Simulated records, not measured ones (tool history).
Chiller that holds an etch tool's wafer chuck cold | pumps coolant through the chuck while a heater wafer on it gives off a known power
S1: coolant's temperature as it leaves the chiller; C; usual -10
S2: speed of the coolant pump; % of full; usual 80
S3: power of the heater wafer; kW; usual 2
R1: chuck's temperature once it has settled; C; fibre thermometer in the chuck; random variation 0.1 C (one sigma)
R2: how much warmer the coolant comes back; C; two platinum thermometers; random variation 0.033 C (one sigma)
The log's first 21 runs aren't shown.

Run 22, hour 780.4: usual settings but S1 -1 C, S2 82 % of full. Result: R1 11.5 C, R2 4.68 C.
Run 23, hour 825: usual settings but S1 -1 C, S2 82 % of full. Result: R1 11.4 C, R2 4.72 C.
Run 24, hour 845.9: usual settings but S1 -16 C, S2 97 % of full, S3 1.798 kW. Result: R1 -6 C, R2 3.52 C.
Run 25, hour 877.1: usual settings but S1 -16 C, S2 97 % of full, S3 1.798 kW. Result: R1 -6 C, R2 3.5 C.
Run 26, hour 918.5: usual settings but S2 76 % of full, S3 1.792 kW. Result: R1 1.7 C, R2 4.54 C.
Run 27, hour 969.4: usual settings but S2 76 % of full, S3 1.792 kW. Result: R1 1.7 C, R2 4.48 C.
Run 28, hour 1015.4: usual settings but S1 0 C, S2 86 % of full. Result: R1 12.1 C, R2 4.5 C.
Run 29, hour 1054.6: usual settings but S1 0 C, S2 86 % of full. Result: R1 12.3 C, R2 4.47 C.
Run 30, hour 1095.8: usual settings but S1 -11 C, S2 97 % of full, S3 1.371 kW. Result: R1 -3.5 C, R2 2.67 C.
Run 31, hour 1128.6: usual settings but S1 -11 C, S2 97 % of full, S3 1.371 kW. Result: R1 -3.5 C, R2 2.71 C.

Forecast each of these 5 alternatives for the next run:
Run A, hour 1173.5: usual settings but S1 -8 C, S3 1.117 kW. Result: R1 ?, R2 ?.
Run B, hour 1173.5: usual settings but S1 -6 C, S2 97 % of full, S3 1.371 kW. Result: R1 ?, R2 ?.
Run C, hour 1173.5: usual settings but S1 -3 C, S2 99 % of full, S3 1.499 kW. Result: R1 ?, R2 ?.
Run D, hour 1173.5: usual settings but S1 -11 C, S3 1.371 kW. Result: R1 ?, R2 ?.
Run E, hour 1173.5: usual settings but S1 -11 C, S2 97 % of full, S3 1.311 kW. Result: R1 ?, R2 ?.

run    R1    R2
  A  -1.1  2.67
  B   1.5  2.68
  C   5.1  2.94
  D  -2.3  3.27
  E    -4  2.56
Without the tool's hidden state the same runs would have given:
run    R1    R2
  A  -1.3  2.53
  B   1.2  2.54
  C   4.7  2.79
  D  -2.7   3.1
  E  -4.3  2.42

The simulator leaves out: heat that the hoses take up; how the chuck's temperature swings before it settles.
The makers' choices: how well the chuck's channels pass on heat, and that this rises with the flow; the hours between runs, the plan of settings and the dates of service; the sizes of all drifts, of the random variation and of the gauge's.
